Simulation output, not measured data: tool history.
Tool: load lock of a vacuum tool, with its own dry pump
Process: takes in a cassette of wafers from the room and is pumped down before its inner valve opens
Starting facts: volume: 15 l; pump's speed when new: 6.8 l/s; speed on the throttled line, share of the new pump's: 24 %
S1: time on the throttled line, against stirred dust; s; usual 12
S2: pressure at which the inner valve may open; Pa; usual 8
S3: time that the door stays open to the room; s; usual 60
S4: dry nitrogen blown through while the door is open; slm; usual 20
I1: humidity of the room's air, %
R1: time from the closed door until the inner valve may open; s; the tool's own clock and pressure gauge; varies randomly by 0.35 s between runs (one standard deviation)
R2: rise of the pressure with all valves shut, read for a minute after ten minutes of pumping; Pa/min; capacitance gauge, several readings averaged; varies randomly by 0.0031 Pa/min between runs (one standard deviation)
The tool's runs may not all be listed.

run 1 hour=0 | S1=12 S2=8 S3=60 S4=20 | I1=45.7 | R1=32.3 R2=0.175
run 2 hour=195.8 | S1=12 S2=8 S3=60 S4=20 | I1=45.5 | R1=32.5 R2=0.181
run 3 hour=460.2 | S1=12 S2=8 S3=125 S4=20 | I1=43.5 | R1=32.7 R2=0.197
run 4 hour=638.8 | S1=12 S2=8 S3=125 S4=20 | I1=46.4 | R1=32.8 R2=0.209
run 5 hour=853.7 | S1=12 S2=8 S3=125 S4=20 | I1=42.7 | R1=32.9 R2=0.203
run 6 hour=1157.4 | S1=12 S2=8 S3=125 S4=20 | I1=48.5 | R1=33.1 R2=0.22
run 7 hour=1337.1 | S1=12 S2=8 S3=125 S4=20 | I1=44.5 | R1=33.6 R2=0.219
run 8 hour=1486.1 | S1=12 S2=8 S3=181 S4=20 | I1=46.9 | R1=33 R2=0.229
run 9 hour=1744.5 | S1=12 S2=9 S3=181 S4=20 | I1=42 | R1=33.1 R2=0.238
run 10 hour=1919.2 | S1=12 S2=9 S3=181 S4=20 | I1=42.8 | R1=32.7 R2=0.233
run 11 hour=2085.4 | S1=12 S2=9 S3=181 S4=20 | I1=46.2 | R1=33.6 R2=0.246
run 12 hour=2241.9 | S1=12 S2=9 S3=181 S4=20 | I1=40 | R1=33.1 R2=0.228
run 13 hour=2515.2 | S1=12 S2=9 S3=181 S4=20 | I1=48.6 | R1=33.1 R2=0.259
run 14 hour=2768.3 | S1=12 S2=9 S3=181 S4=20 | I1=47.8 | R1=33.1 R2=0.269
run 15 hour=2945.6 | S1=12 S2=9 S3=181 S4=20 | I1=46.3 | R1=33.5 R2=0.264
run 16 hour=3175.3 | S1=12 S2=8 S3=60 S4=20 | I1=45.3 | R1=33.3 R2=0.227
run 17 hour=3453.5 | S1=12 S2=8 S3=140 S4=20 | I1=47 | R1=33 R2=0.265
run 18 hour=3710.9 | S1=12 S2=8 S3=60 S4=20 | I1=45.4 | R1=33.4 R2=0.247
run 19 hour=3846.9 | S1=12 S2=8 S3=60 S4=6 | I1=45.6 | R1=33.4 R2=0.272
run 20 hour=4164.4 | S1=13 S2=15 S3=60 S4=4 | I1=46 | R1=32.6 R2=0.291
run 21 hour=4322 | S1=8 S2=13 S3=55 S4=32 | I1=41.6 | R1=29.5 R2=0.24
run 22 hour=4493.7 | S1=8 S2=13 S3=55 S4=32 | I1=45.4 | R1=30 R2=0.247
run 23 hour=4784.9 | S1=12 S2=13 S3=55 S4=32 | I1=46.7 | R1=32.5 R2=0.261
run 24 hour=5023.9 | S1=12 S2=13 S3=55 S4=32 | I1=43.2 | R1=32.6 R2=0.257
run 25 hour=5179.2 | S1=12 S2=10 S3=55 S4=5 | I1=45 | R1=33.3 R2=0.302
run 26 hour=5459.6 | S1=12 S2=10 S3=55 S4=5 | I1=45.5 | R1=33.6 R2=0.31
run 27 hour=5743.7 | S1=12 S2=7 S3=81 S4=20 | I1=45.2 | R1=34.4 R2=0.3
run 28 hour=5918.6 | S1=12 S2=7 S3=81 S4=20 | I1=44.6 | R1=34.2 R2=0.298
run 29 hour=6159.6 | S1=6 S2=11 S3=41 S4=5 | I1=43.6 | R1=29.2 R2=0.309
run 30 hour=6445.9 | S1=16 S2=15 S3=60 S4=16 | I1=44.9 | R1=34.7 R2=0.308
run 31 hour=6679.7 | S1=10 S2=8 S3=60 S4=20 | I1=47.9 | R1=32.9 R2=0.32
run 32 hour=6898.1 | S1=10 S2=8 S3=60 S4=20 | I1=45.5 | R1=32.7 R2=0.317
run 33 hour=7208.1 | S1=10 S2=8 S3=60 S4=20 | I1=45.6 | R1=33.7 R2=0.331
run 34 hour=7369.6 | S1=8 S2=13 S3=121 S4=8 | I1=47.1 | R1=29.7 R2=0.378
-- hour=7471.8 dry pump taken out, an overhauled one fitted
run 35 hour=7625.8 | S1=8 S2=13 S3=121 S4=8 | I1=48 | R1=25.4 R2=0.387
run 36 hour=7821.4 | S1=8 S2=6 S3=27 S4=8 | I1=42.5 | R1=28 R2=0.327
run 37 hour=8096 | S1=12 S2=8 S3=134 S4=20 | I1=45.4 | R1=29.9 R2=0.37
run 38 hour=8379.5 | S1=14 S2=9 S3=134 S4=20 | I1=43.7 | R1=32.1 R2=0.368

Below are 3 alternative next runs, each starting from the tool's condition after run 38. Predict each:
run A hour=8590.1 | S1=12 S2=7 S3=95 S4=5 | I1=47.3 | R1=? R2=?
run B hour=8590.1 | S1=19 S2=8 S3=165 S4=24 | I1=47.7 | R1=? R2=?
run C hour=8590.1 | S1=11 S2=9 S3=134 S4=20 | I1=40.7 | R1=? R2=?

run=A R1=30.6 R2=0.41
run=B R1=35.6 R2=0.389
run=C R1=29 R2=0.376
With the hidden condition removed and each run's random variation left untouched, the same runs would have given:
run=A R1=30.3 R2=0.12
run=B R1=35.3 R2=0.097
run=C R1=28.7 R2=0.087
